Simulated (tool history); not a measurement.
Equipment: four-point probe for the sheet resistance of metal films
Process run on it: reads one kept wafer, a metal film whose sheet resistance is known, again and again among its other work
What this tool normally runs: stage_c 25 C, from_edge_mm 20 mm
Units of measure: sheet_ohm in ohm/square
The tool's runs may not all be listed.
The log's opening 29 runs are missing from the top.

run	hour	stage_c	from_edge_mm	touches since the probe head was changed	hours of work since the stage's thermometer was calibrated	sheet_ohm
30	640.6	28	7	56865	60	1.572278
31	670	28	7	57849	77	1.572201
32	701	21	9	58888	96	1.566887
33	716	32	40	59392	105	1.56902
34	735.7	32	40	60052	117	1.569146
35	751.8	33	20	60591	126	1.570421
36	784.2	33	4	61674	146	1.582524
37	812	33	4	62608	162	1.58328
38	838.9	24	56	63507	178	1.566136
39	863.1	19	6	64319	193	1.570336
40	891.5	35	4	65269	210	1.583501
41	908.8	35	4	65850	220	1.584441
42	922.5	35	4	66308	228	1.583958
43	950.1	35	4	67231	245	1.58421
44	979.4	31	9	68213	262	1.57233
45	994.1	27	28	68706	271	1.567744
46	1027.3	27	28	69817	291	1.568301

What if the next run were any one of these 3? Each begins from the tool's condition after run 46:
A	1057.2	24	48	70821	309	?
B	1057.2	33	10	70821	309	?
C	1057.2	21	11	70821	309	?

run	sheet_ohm
A	1.566357
B	1.572592
C	1.566448
With no hidden state in the tool, these same runs would have given:
run	sheet_ohm
A	1.56606
B	1.57228
C	1.566155

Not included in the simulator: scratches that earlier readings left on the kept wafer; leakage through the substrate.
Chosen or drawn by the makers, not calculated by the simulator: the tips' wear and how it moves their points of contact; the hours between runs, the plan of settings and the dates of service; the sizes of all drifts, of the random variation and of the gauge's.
